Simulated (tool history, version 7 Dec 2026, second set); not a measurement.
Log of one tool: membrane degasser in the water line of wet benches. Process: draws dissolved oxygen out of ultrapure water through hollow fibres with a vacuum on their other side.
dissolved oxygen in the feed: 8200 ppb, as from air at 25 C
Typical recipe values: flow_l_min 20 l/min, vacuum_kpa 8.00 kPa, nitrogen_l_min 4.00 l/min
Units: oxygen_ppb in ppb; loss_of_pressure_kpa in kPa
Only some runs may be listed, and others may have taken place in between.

Run 1, hour 0.0: usual settings. Result: oxygen_ppb 83.1 ppb, loss_of_pressure_kpa 52.14 kPa.
Run 2, hour 90.8: usual settings but nitrogen_l_min 5.36 l/min. Result: oxygen_ppb 70.3 ppb, loss_of_pressure_kpa 51.74 kPa.
Run 3, hour 236.2: usual settings but nitrogen_l_min 5.36 l/min. Result: oxygen_ppb 68.9 ppb, loss_of_pressure_kpa 51.79 kPa.
Run 4, hour 355.3: usual settings but nitrogen_l_min 5.36 l/min. Result: oxygen_ppb 69.5 ppb, loss_of_pressure_kpa 51.48 kPa.
Run 5, hour 451.9: usual settings but flow_l_min 15 l/min. Result: oxygen_ppb 54.6 ppb, loss_of_pressure_kpa 38.71 kPa.
Run 6, hour 548.8: usual settings but nitrogen_l_min 4.86 l/min. Result: oxygen_ppb 72.5 ppb, loss_of_pressure_kpa 51.67 kPa.
Run 7, hour 711.3: usual settings but nitrogen_l_min 4.86 l/min. Result: oxygen_ppb 73.8 ppb, loss_of_pressure_kpa 51.86 kPa.
At hour 785.7: vacuum gauge calibrated.
Run 8, hour 824.7: usual settings but flow_l_min 18 l/min, vacuum_kpa 7.59 kPa, nitrogen_l_min 5.95 l/min. Result: oxygen_ppb 50.0 ppb, loss_of_pressure_kpa 46.31 kPa.
Run 9, hour 935.6: usual settings but flow_l_min 18 l/min, vacuum_kpa 7.59 kPa, nitrogen_l_min 5.95 l/min. Result: oxygen_ppb 51.4 ppb, loss_of_pressure_kpa 46.01 kPa.
Run 10, hour 1101.4: usual settings but flow_l_min 18 l/min, vacuum_kpa 7.59 kPa, nitrogen_l_min 5.95 l/min. Result: oxygen_ppb 51.3 ppb, loss_of_pressure_kpa 46.66 kPa.
Run 11, hour 1272.1: usual settings but flow_l_min 18 l/min, vacuum_kpa 6.20 kPa, nitrogen_l_min 2.06 l/min. Result: oxygen_ppb 80.4 ppb, loss_of_pressure_kpa 46.21 kPa.

Selected run-to-run steps in loss_of_pressure_kpa, each split into two signed amounts: the part the tool would show with no hidden state at all (from settings, incoming material and random variation), and the remainder, which goes to the hidden state together with any gauge scatter not common to the measured and the hidden-state-free results:
Unlogged tool condition in this case: membrane still open, %; true pressure behind the membrane over the reading, kPa; air that leaks in behind the membrane, l/min; drift of the gauge itself on oxygen_ppb, %; drift of the gauge itself on loss_of_pressure_kpa, %.
Run 5 -> 6: flow_l_min 15 -> 20, nitrogen_l_min 4.00 -> 4.86. loss_of_pressure_kpa +12.96 kPa: hidden state -0.15, all else +13.11.
